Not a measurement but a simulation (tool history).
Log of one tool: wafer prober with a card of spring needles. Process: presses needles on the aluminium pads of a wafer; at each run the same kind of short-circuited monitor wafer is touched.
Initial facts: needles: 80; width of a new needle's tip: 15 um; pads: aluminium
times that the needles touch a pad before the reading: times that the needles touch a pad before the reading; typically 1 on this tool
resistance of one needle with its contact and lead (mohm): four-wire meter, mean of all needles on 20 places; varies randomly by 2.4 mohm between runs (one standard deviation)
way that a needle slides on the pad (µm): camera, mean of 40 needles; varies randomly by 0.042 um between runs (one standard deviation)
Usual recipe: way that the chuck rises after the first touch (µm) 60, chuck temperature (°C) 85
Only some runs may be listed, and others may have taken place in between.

run   hour  way that the chuck rises after the first touch (µm)  chuck temperature (°C)  times that the needles touch a pad before the reading  resistance of one needle with its contact and lead (mohm)  way that a needle slides on the pad (µm)
  1      0                                                   60                      85                                                      1                                                        347                                     11.56
       0.7  -- tips cleaned on abrasive film
       5.6  -- tips cleaned on abrasive film
  2    6.6                                                   60                      85                                                      1                                                        310                                     11.52
        10  -- tips cleaned on abrasive film
  3   13.7                                                   60                      85                                                      1                                                        350                                     11.49
      14.5  -- tips cleaned on abrasive film
      18.6  -- tips cleaned on abrasive film
  4   18.6                                                   61                      85                                                      1                                                        282                                     11.57
      23.6  -- tips cleaned on abrasive film
      27.8  -- tips cleaned on abrasive film
  5   29.2                                                   60                      85                                                      1                                                        317                                     11.43
      32.1  -- tips cleaned on abrasive film
  6   34.9                                                   60                      85                                                      1                                                        330                                      11.4
      36.6  -- tips cleaned on abrasive film
      40.9  -- tips cleaned on abrasive film
  7   42.9                                                   60                      39                                                      1                                                        310                                      11.4
        45  -- tips cleaned on abrasive film
      49.6  -- tips cleaned on abrasive film
  8     50                                                   60                      39                                                      1                                                        281                                     11.42
      54.1  -- tips cleaned on abrasive film
  9   54.6                                                   60                      85                                                      1                                                        293                                     11.39
      59.1  -- tips cleaned on abrasive film
      63.5  -- tips cleaned on abrasive film
 10   64.5                                                   60                      85                                                      1                                                        304                                     11.41
      67.6  -- tips cleaned on abrasive film
      71.8  -- tips cleaned on abrasive film
 11   74.9                                                   60                      85                                                      1                                                        343                                     11.34
      76.7  -- tips cleaned on abrasive film
 12   79.7                                                   58                      26                                                      3                                                        288                                     10.92
      80.8  -- tips cleaned on abrasive film
        85  -- tips cleaned on abrasive film
      85.3  -- height of the first contact set anew
 13     88                                                   58                      26                                                      3                                                        287                                     10.89
      89.9  -- tips cleaned on abrasive film
      94.2  -- tips cleaned on abrasive film
 14   96.6                                                   61                      95                                                      2                                                        310                                     11.38
      98.9  -- tips cleaned on abrasive film
     103.1  -- tips cleaned on abrasive film
 15  103.1                                                   61                      95                                                      2                                                        286                                     11.43
     107.4  -- tips cleaned on abrasive film
 16  108.3                                                   59                      61                                                      2                                                        287                                     10.95
       112  -- height of the first contact set anew, once more
     112.1  -- tips cleaned on abrasive film
 17  115.8                                                   71                      26                                                      1                                                        314                                     13.84
     116.7  -- tips cleaned on abrasive film
       121  -- tips cleaned on abrasive film
 18  123.4                                                   71                      26                                                      1                                                        299                                     13.77
     125.9  -- tips cleaned on abrasive film
       130  -- tips cleaned on abrasive film
 19  130.7                                                   42                      47                                                      2                                                        299                                      8.12

Each row is a separate what-if for the run after 19, all from the same tool condition, not one after another. Results?
     134.3  -- tips cleaned on abrasive film
     138.9  -- tips cleaned on abrasive film
  A  140.5                                                   59                      54                                                      3                                                          ?                                         ?
     134.3  -- tips cleaned on abrasive film
     138.9  -- tips cleaned on abrasive film
  B  140.5                                                   48                      70                                                      2                                                          ?                                         ?
     134.3  -- tips cleaned on abrasive film
     138.9  -- tips cleaned on abrasive film
  C  140.5                                                   50                      64                                                      2                                                          ?                                         ?

run  resistance of one needle with its contact and lead (mohm)  way that a needle slides on the pad (µm)
  A                                                        287                                     11.43
  B                                                        322                                       9.3
  C                                                        311                                      9.72
What these runs would have given with no unlogged condition in the tool:
run  resistance of one needle with its contact and lead (mohm)  way that a needle slides on the pad (µm)
  A                                                        268                                      11.5
  B                                                        279                                      9.37
  C                                                        272                                       9.8

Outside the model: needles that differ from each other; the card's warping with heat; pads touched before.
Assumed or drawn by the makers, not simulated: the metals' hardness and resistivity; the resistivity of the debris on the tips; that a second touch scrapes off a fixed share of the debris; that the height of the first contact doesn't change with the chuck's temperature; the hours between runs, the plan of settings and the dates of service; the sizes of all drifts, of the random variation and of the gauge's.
